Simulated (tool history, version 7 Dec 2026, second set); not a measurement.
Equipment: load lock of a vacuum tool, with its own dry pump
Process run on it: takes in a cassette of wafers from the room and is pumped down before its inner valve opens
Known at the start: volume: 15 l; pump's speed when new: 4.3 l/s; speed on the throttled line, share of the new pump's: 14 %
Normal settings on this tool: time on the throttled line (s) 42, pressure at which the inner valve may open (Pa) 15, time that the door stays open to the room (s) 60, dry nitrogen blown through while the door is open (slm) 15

run,day,time on the throttled line (s),pressure at which the inner valve may open (Pa),time that the door stays open to the room (s),dry nitrogen blown through while the door is open (slm),"incoming humidity of the room's air, %",time from the closed door until the inner valve may open (s),rise of the pressure with all valves shut (Pa/min)
1,0.000,42,15,60,15,45.7,68.5,0.059
2,3.742,42,15,60,34,44.8,68.9,0.044
3,8.446,42,15,60,34,45.1,68.3,0.044
4,11.596,42,15,74,34,47.6,68.7,0.045
5,13.967,42,15,60,15,46.0,68.4,0.062
6,19.421,42,15,60,15,45.5,68.7,0.059
7,22.700,42,15,60,15,45.3,68.6,0.057
8,25.171,42,15,60,6,48.8,68.2,0.077
9,30.600,30,15,60,15,42.7,58.3,0.055
10,34.967,30,15,60,15,46.7,58.3,0.062
11,37.833,30,15,60,15,45.1,58.1,0.062
12,43.425,66,15,60,15,44.4,88.8,0.058
13,46.221,42,15,60,15,45.4,68.7,0.064
14,50.300,42,15,60,15,47.0,68.9,0.071
15,53.200,42,15,60,15,48.9,68.7,0.066
16,56.954,42,15,60,15,46.4,68.8,0.066
17,60.925,42,15,60,15,47.0,68.5,0.068
18,64.712,42,15,60,15,43.7,68.8,0.066
19,70.258,42,15,60,15,47.6,68.7,0.067
20,75.792,47,15,60,7,41.9,73.2,0.077
21,79.429,42,28,117,15,46.7,66.2,0.101
22,83.817,42,28,117,15,45.8,66.8,0.098

Run 23 is up next; what results do you expect?
23,86.275,26,10,63,15,44.5,?,?

time from the closed door until the inner valve may open (s): 56.8
rise of the pressure with all valves shut (Pa/min): 0.066
Minus the tool's unlogged condition, the same run would have read time from the closed door until the inner valve may open (s) 54.5, rise of the pressure with all valves shut (Pa/min) 0.050.
